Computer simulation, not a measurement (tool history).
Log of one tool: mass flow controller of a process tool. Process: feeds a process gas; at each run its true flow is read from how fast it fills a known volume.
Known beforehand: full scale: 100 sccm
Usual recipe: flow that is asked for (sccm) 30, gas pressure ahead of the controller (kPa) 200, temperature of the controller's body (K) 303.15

run,hour,flow that is asked for (sccm),gas pressure ahead of the controller (kPa),temperature of the controller's body (K),true flow (%)
1,0,30,200,303.15,98.47
2,235.1,30,200,303.15,98.43
3,655.7,29,200,303.15,98.7
4,1113.5,30,181,303.15,98.53
5,1571.4,30,181,303.15,98.64
# hour 1595: controller's zero set anew
6,1793.6,30,181,303.15,99.09
7,2132.8,30,247,303.15,99.54
8,2553.6,30,247,303.15,99.6
9,2854,30,247,303.15,99.68
10,3267.4,46,200,306.15,98.94
# hour 3336: controller's zero set anew, once more
11,3613.7,21,276,303.15,96.68
12,3959.6,12,274,299.15,97.12
13,4186.5,12,274,299.15,97.15
14,4615.8,30,200,309.15,96.63
15,4876.4,15,150,303.15,96.71
16,5210.3,16,200,303.15,97.04
17,5434.1,16,200,303.15,97.03
18,5807,16,200,303.15,97.27

Predict each of these 3 candidate next runs independently; none follows another, all start after run 18:
A,6229.2,65,200,303.15,?
B,6229.2,60,200,303.15,?
C,6229.2,15,200,298.15,?

run,true flow (%)
A,97.87
B,97.89
C,97.67
Had the tool no hidden state, the same runs would have come out as:
run,true flow (%)
A,98.51
B,98.5
C,97.01
